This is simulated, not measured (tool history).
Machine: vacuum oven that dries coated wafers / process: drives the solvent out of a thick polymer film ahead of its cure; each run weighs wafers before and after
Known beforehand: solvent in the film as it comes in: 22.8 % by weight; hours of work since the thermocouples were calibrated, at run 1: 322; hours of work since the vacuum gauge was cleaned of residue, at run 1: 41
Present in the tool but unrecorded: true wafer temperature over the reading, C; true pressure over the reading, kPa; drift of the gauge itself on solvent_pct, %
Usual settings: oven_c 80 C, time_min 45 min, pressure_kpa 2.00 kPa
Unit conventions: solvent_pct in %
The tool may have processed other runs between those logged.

run     day  oven_c  time_min  pressure_kpa  hours of work since the thermocouples were calibrated  hours of work since the vacuum gauge was cleaned of residue  solvent_pct
  1   0.000      80        45          2.00                                                    322                                                           41         3.57
  2   1.029      80        45          2.00                                                    339                                                           57         3.56
  3   2.092      80        45          2.00                                                    356                                                           74         3.54
  4   3.412      80        45          7.87                                                    377                                                           96         8.77
  5   4.467      80        45          2.00                                                    394                                                          113         3.63
  6   6.188      80        45          1.82                                                    422                                                          140         3.45
  7   7.408      80        45          1.82                                                    442                                                          160         3.52
  8   8.596      80        45          2.00                                                    461                                                          179         3.62
  9  10.150      80        45          2.00                                                    486                                                          204         3.62
 10  11.021      80        45          2.00                                                    500                                                          218         3.66
 11  12.771      80        45          2.00                                                    528                                                          246         3.62
 12  13.562      89        45          2.00                                                    541                                                          259         1.86
 13  14.562      89        45          2.00                                                    557                                                          275         1.91
 14  16.200      89        45          2.00                                                    583                                                          301         1.83
 15  17.904      89        45          2.00                                                    610                                                          329         1.90
 16  19.204      79        45          2.00                                                    631                                                          350         4.01
 17  20.717      79        45          2.00                                                    656                                                          374         3.97
 18  21.625      89        23          2.00                                                    670                                                          389         4.16
 19  23.367      67        47          3.70                                                    698                                                          417        10.53
 20  24.517      80        37          2.00                                                    717                                                          435         4.62
 21  26.279      83        78          5.84                                                    745                                                          463         5.28
 22  27.738      83        78          5.84                                                    769                                                          487         5.35
 23  28.825      80        51          2.00                                                    786                                                          504         3.39
 24  29.712      86        24          2.00                                                    800                                                          519         4.95
 25  31.079      86        24          2.00                                                    822                                                          541         4.98
 26  32.308      86        24          2.00                                                    842                                                          560         4.88
 27  33.796      80        45          4.23                                                    866                                                          584         5.85
 28  35.121      84        41          1.44                                                    887                                                          606         2.72
 29  35.888      84        41          1.44                                                    900                                                          618         2.74
 30  37.217      85        69          3.33                                                    921                                                          639         3.05
 31  38.500      80        28          7.23                                                    942                                                          660        10.35
 32  40.267      80        28          7.23                                                    970                                                          689        10.42
 33  41.500      70        55          1.28                                                    990                                                          708         5.48
 34  43.308      66        71          6.14                                                   1019                                                          737        13.03

What if the next run were any one of these 4? Each begins from the tool's condition after run 34:
  A  45.146      68        71          1.43                                                   1049                                                          767            ?
  B  45.146      71        78          6.14                                                   1049                                                          767            ?
  C  45.146      69        29          2.00                                                   1049                                                          767            ?
  D  45.146      80        76          1.25                                                   1049                                                          767            ?

run  solvent_pct
  A         5.21
  B        10.14
  C        10.50
  D         1.86
Without the tool's hidden state the same runs would have given:
run  solvent_pct
  A         4.41
  B         9.19
  C         9.71
  D         1.48
